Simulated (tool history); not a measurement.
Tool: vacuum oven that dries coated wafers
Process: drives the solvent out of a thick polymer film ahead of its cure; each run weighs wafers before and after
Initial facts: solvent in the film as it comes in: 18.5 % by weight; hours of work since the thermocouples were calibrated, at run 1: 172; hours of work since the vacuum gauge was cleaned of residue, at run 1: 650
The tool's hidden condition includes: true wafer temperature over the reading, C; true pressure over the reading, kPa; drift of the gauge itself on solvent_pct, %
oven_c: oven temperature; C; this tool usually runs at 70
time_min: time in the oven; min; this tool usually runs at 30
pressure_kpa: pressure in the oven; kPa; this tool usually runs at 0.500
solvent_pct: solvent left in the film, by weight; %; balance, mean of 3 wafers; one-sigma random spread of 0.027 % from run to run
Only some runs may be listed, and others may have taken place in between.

run,hour,oven_c,time_min,pressure_kpa,hours of work since the thermocouples were calibrated,hours of work since the vacuum gauge was cleaned of residue,solvent_pct
1,0.0,70,30,0.500,172,650,2.65
2,34.1,70,30,0.500,191,669,2.59
3,71.8,70,30,0.500,213,691,2.62
4,102.7,71,30,0.500,230,708,2.32
5,146.3,70,30,0.500,254,732,2.64
6,171.4,70,30,0.500,268,746,2.58
7,225.0,70,30,0.500,298,776,2.62
8,269.2,70,30,0.500,323,801,2.58
9,321.8,70,30,0.500,352,830,2.56
10,378.1,70,30,0.500,384,862,2.62
11,424.8,70,21,0.500,410,888,4.23
12,466.1,70,21,0.500,433,911,4.30
13,489.0,70,21,0.500,446,924,4.33
14,540.0,70,30,0.500,475,953,2.64
15,564.5,70,30,0.500,488,966,2.54
16,595.5,70,28,0.592,506,984,2.91
17,642.2,63,49,0.441,532,1010,2.64
18,695.4,58,18,0.541,561,1039,9.50
19,738.5,58,18,0.541,586,1064,9.55
20,776.9,58,18,0.541,607,1085,9.50
21,830.3,58,18,0.541,637,1115,9.58
22,879.0,58,18,0.541,664,1142,9.52
23,933.3,83,21,0.451,695,1173,0.91
24,984.6,83,21,0.451,723,1201,0.86
25,1011.0,83,21,0.451,738,1216,0.94
26,1037.6,65,21,0.535,753,1231,6.14

Run 27 has not been measured yet. What should we expect?
# hour 1051.4: oven's thermocouples calibrated
27,1082.6,84,19,0.984,17,1255,?

{"run 27": {"solvent_pct": 1.16}}
On a tool with no hidden condition, and with the same random variation, this run would have come out at solvent_pct 1.12 %.
